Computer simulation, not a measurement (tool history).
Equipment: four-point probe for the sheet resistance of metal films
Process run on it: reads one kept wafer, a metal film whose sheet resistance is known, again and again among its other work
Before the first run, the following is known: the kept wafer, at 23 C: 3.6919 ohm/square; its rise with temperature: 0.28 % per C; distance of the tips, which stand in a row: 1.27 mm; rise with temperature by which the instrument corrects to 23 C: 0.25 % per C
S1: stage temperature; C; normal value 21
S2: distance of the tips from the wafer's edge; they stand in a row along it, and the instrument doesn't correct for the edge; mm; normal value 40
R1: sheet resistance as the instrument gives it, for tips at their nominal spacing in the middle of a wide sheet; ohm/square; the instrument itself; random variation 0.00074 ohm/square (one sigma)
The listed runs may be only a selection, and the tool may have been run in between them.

Run 1, hour 0: usual settings. Result: R1 3.702828 ohm/square.
Run 2, hour 102.8: usual settings but S1 23 C. Result: R1 3.70286 ohm/square.
Run 3, hour 191: usual settings but S1 23 C. Result: R1 3.702846 ohm/square.
Run 4, hour 295.9: usual settings but S1 23 C. Result: R1 3.703434 ohm/square.
Run 5, hour 359.2: usual settings but S1 31 C. Result: R1 3.711641 ohm/square.
Run 6, hour 457.2: usual settings but S1 31 C. Result: R1 3.711697 ohm/square.
Run 7, hour 511.8: usual settings but S2 16 mm. Result: R1 3.709826 ohm/square.
Run 8, hour 626.5: usual settings. Result: R1 3.698073 ohm/square.
Run 9, hour 740.9: usual settings. Result: R1 3.696092 ohm/square.
Run 10, hour 822.7: usual settings. Result: R1 3.695975 ohm/square.
Run 11, hour 924.7: usual settings. Result: R1 3.694687 ohm/square.
Run 12, hour 1013.1: usual settings. Result: R1 3.695794 ohm/square.
Run 13, hour 1106.2: usual settings. Result: R1 3.694157 ohm/square.
Run 14, hour 1174.9: usual settings but S1 34 C, S2 21 mm. Result: R1 3.715248 ohm/square.
At hour 1183.2: stage's thermometer calibrated.
Run 15, hour 1245.6: usual settings but S1 22 C, S2 28 mm. Result: R1 3.695636 ohm/square.
Run 16, hour 1305.1: usual settings but S2 59 mm. Result: R1 3.691353 ohm/square.
Run 17, hour 1418.5: usual settings but S1 24 C, S2 63 mm. Result: R1 3.694227 ohm/square.
Run 18, hour 1510.9: usual settings but S2 5 mm. Result: R1 3.811449 ohm/square.
Run 19, hour 1578.8: usual settings but S2 12 mm. Result: R1 3.70948 ohm/square.
Run 20, hour 1687.4: usual settings but S2 12 mm. Result: R1 3.709408 ohm/square.
Run 21, hour 1761.4: usual settings but S1 22 C, S2 19 mm. Result: R1 3.696542 ohm/square.
At hour 1813.5: stage's thermometer calibrated, once more.
Run 22, hour 1856: usual settings but S1 22 C, S2 19 mm. Result: R1 3.699291 ohm/square.
Run 23, hour 1950.7: usual settings but S1 26 C, S2 12 mm. Result: R1 3.717436 ohm/square.
Run 24, hour 2004.8: usual settings but S1 26 C, S2 4 mm. Result: R1 3.885079 ohm/square.
Run 25, hour 2111.8: usual settings but S1 25 C, S2 17 mm. Result: R1 3.705281 ohm/square.
Run 26, hour 2169.2: usual settings but S1 29 C, S2 49 mm. Result: R1 3.698817 ohm/square.

Here are 5 independent what-if runs from the current tool condition. What would each one return?
Run A, hour 2280.3: usual settings but S1 18 C, S2 17 mm. Result: R1 ?.
Run B, hour 2280.3: usual settings but S1 29 C, S2 50 mm. Result: R1 ?.
Run C, hour 2280.3: usual settings but S1 33 C. Result: R1 ?.
Run D, hour 2280.3: usual settings but S1 33 C, S2 4 mm. Result: R1 ?.
Run E, hour 2280.3: usual settings but S1 33 C, S2 9 mm. Result: R1 ?.

run        R1
  A  3.693345
  B  3.698683
  C    3.7034
  D  3.893063
  E  3.739388
With no hidden state in the tool, these same runs would have given:
run        R1
  A  3.695584
  B   3.70092
  C  3.705638
  D  3.895407
  E  3.741646

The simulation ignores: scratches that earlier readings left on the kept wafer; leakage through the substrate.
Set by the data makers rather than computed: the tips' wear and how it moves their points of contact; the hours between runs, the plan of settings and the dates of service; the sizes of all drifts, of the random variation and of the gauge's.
